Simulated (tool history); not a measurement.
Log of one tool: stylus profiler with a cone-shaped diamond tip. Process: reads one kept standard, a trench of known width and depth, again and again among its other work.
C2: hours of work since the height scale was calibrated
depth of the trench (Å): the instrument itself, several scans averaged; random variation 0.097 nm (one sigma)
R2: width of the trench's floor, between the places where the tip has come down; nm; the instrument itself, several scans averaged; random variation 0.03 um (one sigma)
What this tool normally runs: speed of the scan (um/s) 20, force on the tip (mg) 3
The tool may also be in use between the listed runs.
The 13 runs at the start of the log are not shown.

run 14 hour=631.9 | speed_of_the_scan_(um/s)=20 force_on_the_tip_(mg)=3 | scans_with_this_tip=2288 C2=281 | depth_of_the_trench_(Å)=2010.8 R2=18060
run 15 hour=672.8 | speed_of_the_scan_(um/s)=20 force_on_the_tip_(mg)=3 | scans_with_this_tip=2426 C2=298 | depth_of_the_trench_(Å)=2011.6 R2=18040
run 16 hour=737.6 | speed_of_the_scan_(um/s)=20 force_on_the_tip_(mg)=3 | scans_with_this_tip=2645 C2=325 | depth_of_the_trench_(Å)=2010.4 R2=18100
run 17 hour=802.8 | speed_of_the_scan_(um/s)=20 force_on_the_tip_(mg)=4.04 | scans_with_this_tip=2865 C2=352 | depth_of_the_trench_(Å)=2013.2 R2=18070
run 18 hour=861.9 | speed_of_the_scan_(um/s)=20 force_on_the_tip_(mg)=4.04 | scans_with_this_tip=3064 C2=376 | depth_of_the_trench_(Å)=2014.4 R2=18040
run 19 hour=916.8 | speed_of_the_scan_(um/s)=20 force_on_the_tip_(mg)=3 | scans_with_this_tip=3249 C2=399 | depth_of_the_trench_(Å)=2010.1 R2=18090
-- hour=921.5 height scale calibrated on a step standard
run 20 hour=954.6 | speed_of_the_scan_(um/s)=20 force_on_the_tip_(mg)=3 | scans_with_this_tip=3375 C2=14 | depth_of_the_trench_(Å)=2008.5 R2=18020
run 21 hour=1018.9 | speed_of_the_scan_(um/s)=11 force_on_the_tip_(mg)=1 | scans_with_this_tip=3591 C2=40 | depth_of_the_trench_(Å)=2000.7 R2=18020
run 22 hour=1056.9 | speed_of_the_scan_(um/s)=17 force_on_the_tip_(mg)=3 | scans_with_this_tip=3720 C2=56 | depth_of_the_trench_(Å)=2008 R2=18020
run 23 hour=1109.8 | speed_of_the_scan_(um/s)=11 force_on_the_tip_(mg)=3 | scans_with_this_tip=3898 C2=78 | depth_of_the_trench_(Å)=2007 R2=18050
-- hour=1130.3 height scale calibrated on a step standard, once more
run 24 hour=1143.9 | speed_of_the_scan_(um/s)=6 force_on_the_tip_(mg)=5.02 | scans_with_this_tip=4011 C2=6 | depth_of_the_trench_(Å)=2018.5 R2=18100
run 25 hour=1190.5 | speed_of_the_scan_(um/s)=6 force_on_the_tip_(mg)=5.02 | scans_with_this_tip=4168 C2=25 | depth_of_the_trench_(Å)=2018.4 R2=18060

Run 26 has not been measured yet. What should we expect?
run 26 hour=1245.9 | speed_of_the_scan_(um/s)=6 force_on_the_tip_(mg)=5.02 | scans_with_this_tip=4355 C2=48 | depth_of_the_trench_(Å)=? R2=?

depth of the trench (Å): 2018.2
R2: 18080 nm
Take away the tool's hidden state, keep the run-to-run variation as it was, and the same run would have given depth of the trench (Å) 2018.2, R2 18260 nm.
